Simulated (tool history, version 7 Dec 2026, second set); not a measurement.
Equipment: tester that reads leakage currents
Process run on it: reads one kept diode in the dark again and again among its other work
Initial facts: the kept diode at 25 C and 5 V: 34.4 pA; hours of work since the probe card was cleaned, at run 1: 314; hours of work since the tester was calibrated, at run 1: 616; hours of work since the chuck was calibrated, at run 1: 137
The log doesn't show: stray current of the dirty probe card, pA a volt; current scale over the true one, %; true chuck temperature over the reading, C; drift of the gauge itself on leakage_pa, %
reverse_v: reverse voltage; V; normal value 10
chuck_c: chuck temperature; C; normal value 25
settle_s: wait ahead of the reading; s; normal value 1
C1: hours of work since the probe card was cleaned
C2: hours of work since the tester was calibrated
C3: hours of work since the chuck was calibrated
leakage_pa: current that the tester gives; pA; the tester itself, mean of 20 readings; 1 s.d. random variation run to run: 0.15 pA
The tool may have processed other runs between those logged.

run 1 hour=0 | reverse_v=10 chuck_c=25 settle_s=1 | C1=314 C2=616 C3=137 | leakage_pa=53.17
run 2 hour=43.5 | reverse_v=10 chuck_c=25 settle_s=1 | C1=346 C2=647 C3=169 | leakage_pa=53.84
run 3 hour=96.9 | reverse_v=1 chuck_c=25 settle_s=1 | C1=385 C2=686 C3=208 | leakage_pa=19.56
run 4 hour=124 | reverse_v=13 chuck_c=25 settle_s=1 | C1=405 C2=706 C3=227 | leakage_pa=63.49
run 5 hour=170.8 | reverse_v=13 chuck_c=25 settle_s=1 | C1=439 C2=740 C3=262 | leakage_pa=64.43
run 6 hour=225.4 | reverse_v=13 chuck_c=25 settle_s=1 | C1=479 C2=780 C3=301 | leakage_pa=65.86
run 7 hour=264.4 | reverse_v=6 chuck_c=25 settle_s=1 | C1=507 C2=809 C3=330 | leakage_pa=44.7
run 8 hour=310.1 | reverse_v=10 chuck_c=25 settle_s=1 | C1=541 C2=842 C3=363 | leakage_pa=58.97
run 9 hour=360 | reverse_v=10 chuck_c=38 settle_s=1 | C1=577 C2=878 C3=400 | leakage_pa=149
run 10 hour=406 | reverse_v=10 chuck_c=38 settle_s=1 | C1=611 C2=912 C3=433 | leakage_pa=151.57
run 11 hour=439.3 | reverse_v=10 chuck_c=25 settle_s=1 | C1=635 C2=936 C3=458 | leakage_pa=61.1
run 12 hour=473.3 | reverse_v=10 chuck_c=25 settle_s=1 | C1=660 C2=961 C3=483 | leakage_pa=61.58
run 13 hour=509.3 | reverse_v=10 chuck_c=28 settle_s=1 | C1=686 C2=988 C3=509 | leakage_pa=75.55
run 14 hour=540.2 | reverse_v=10 chuck_c=28 settle_s=1 | C1=709 C2=1010 C3=531 | leakage_pa=76.21
run 15 hour=590.2 | reverse_v=10 chuck_c=25 settle_s=1 | C1=745 C2=1047 C3=568 | leakage_pa=63.83
run 16 hour=621.9 | reverse_v=10 chuck_c=25 settle_s=1 | C1=769 C2=1070 C3=591 | leakage_pa=64.22
run 17 hour=666.8 | reverse_v=10 chuck_c=25 settle_s=1.87 | C1=801 C2=1103 C3=624 | leakage_pa=64.81
run 18 hour=690.2 | reverse_v=10 chuck_c=25 settle_s=1.87 | C1=818 C2=1120 C3=641 | leakage_pa=64.92
run 19 hour=745 | reverse_v=10 chuck_c=25 settle_s=1.87 | C1=858 C2=1160 C3=681 | leakage_pa=65.88
run 20 hour=799.8 | reverse_v=10 chuck_c=32 settle_s=1 | C1=899 C2=1200 C3=721 | leakage_pa=105.21
run 21 hour=827.7 | reverse_v=10 chuck_c=25 settle_s=1 | C1=919 C2=1220 C3=741 | leakage_pa=67.82
run 22 hour=853.4 | reverse_v=10.7 chuck_c=32 settle_s=1.14 | C1=938 C2=1239 C3=760 | leakage_pa=109.67
run 23 hour=899.2 | reverse_v=10 chuck_c=38 settle_s=1 | C1=971 C2=1272 C3=794 | leakage_pa=160.79
run 24 hour=923.2 | reverse_v=10 chuck_c=38 settle_s=1 | C1=989 C2=1290 C3=811 | leakage_pa=160.62
run 25 hour=960.9 | reverse_v=10 chuck_c=38 settle_s=1 | C1=1016 C2=1317 C3=839 | leakage_pa=161.88
run 26 hour=985.7 | reverse_v=10 chuck_c=38 settle_s=1 | C1=1034 C2=1336 C3=857 | leakage_pa=162.46
run 27 hour=1039.1 | reverse_v=10 chuck_c=38 settle_s=1 | C1=1073 C2=1375 C3=896 | leakage_pa=164.65
run 28 hour=1064.2 | reverse_v=3.7 chuck_c=28 settle_s=1.89 | C1=1092 C2=1393 C3=914 | leakage_pa=50.56
run 29 hour=1096.1 | reverse_v=3.7 chuck_c=28 settle_s=1.89 | C1=1115 C2=1416 C3=937 | leakage_pa=50.63
-- hour=1126.1 probe card cleaned and baked
run 30 hour=1127.5 | reverse_v=10 chuck_c=22 settle_s=0.56 | C1=1 C2=1437 C3=958 | leakage_pa=36.76
run 31 hour=1168.6 | reverse_v=5.3 chuck_c=22 settle_s=0.56 | C1=31 C2=1467 C3=988 | leakage_pa=28.97
run 32 hour=1214.1 | reverse_v=5.3 chuck_c=22 settle_s=3.7 | C1=64 C2=1500 C3=1021 | leakage_pa=28.8
run 33 hour=1257 | reverse_v=5.3 chuck_c=22 settle_s=3.7 | C1=96 C2=1532 C3=1053 | leakage_pa=29.26
run 34 hour=1286.9 | reverse_v=5.3 chuck_c=22 settle_s=3.7 | C1=118 C2=1553 C3=1075 | leakage_pa=29.68
run 35 hour=1331.6 | reverse_v=3.4 chuck_c=25 settle_s=1 | C1=150 C2=1586 C3=1107 | leakage_pa=32.23
run 36 hour=1382.9 | reverse_v=16.8 chuck_c=37 settle_s=1 | C1=188 C2=1624 C3=1145 | leakage_pa=165.13
run 37 hour=1434 | reverse_v=1.5 chuck_c=33 settle_s=3.71 | C1=225 C2=1661 C3=1182 | leakage_pa=45.68
run 38 hour=1472 | reverse_v=6.4 chuck_c=49 settle_s=1 | C1=253 C2=1689 C3=1210 | leakage_pa=282
run 39 hour=1518.6 | reverse_v=10 chuck_c=26 settle_s=1 | C1=287 C2=1723 C3=1244 | leakage_pa=58.51
run 40 hour=1550.9 | reverse_v=1.9 chuck_c=25 settle_s=1.25 | C1=310 C2=1746 C3=1268 | leakage_pa=26.5
run 41 hour=1593 | reverse_v=10 chuck_c=23 settle_s=2.05 | C1=341 C2=1777 C3=1298 | leakage_pa=47.93

Predict each of these 3 candidate next runs independently; none follows another, all start after run 41:
run A hour=1621.1 | reverse_v=10 chuck_c=23 settle_s=1.35 | C1=362 C2=1798 C3=1319 | leakage_pa=?
run B hour=1621.1 | reverse_v=10 chuck_c=43 settle_s=1 | C1=362 C2=1798 C3=1319 | leakage_pa=?
run C hour=1621.1 | reverse_v=10 chuck_c=33 settle_s=1 | C1=362 C2=1798 C3=1319 | leakage_pa=?

run=A leakage_pa=48.54
run=B leakage_pa=216.87
run=C leakage_pa=102.58
Had the tool no hidden state, the same runs would have come out as:
run=A leakage_pa=38.27
run=B leakage_pa=199.95
run=C leakage_pa=90.04

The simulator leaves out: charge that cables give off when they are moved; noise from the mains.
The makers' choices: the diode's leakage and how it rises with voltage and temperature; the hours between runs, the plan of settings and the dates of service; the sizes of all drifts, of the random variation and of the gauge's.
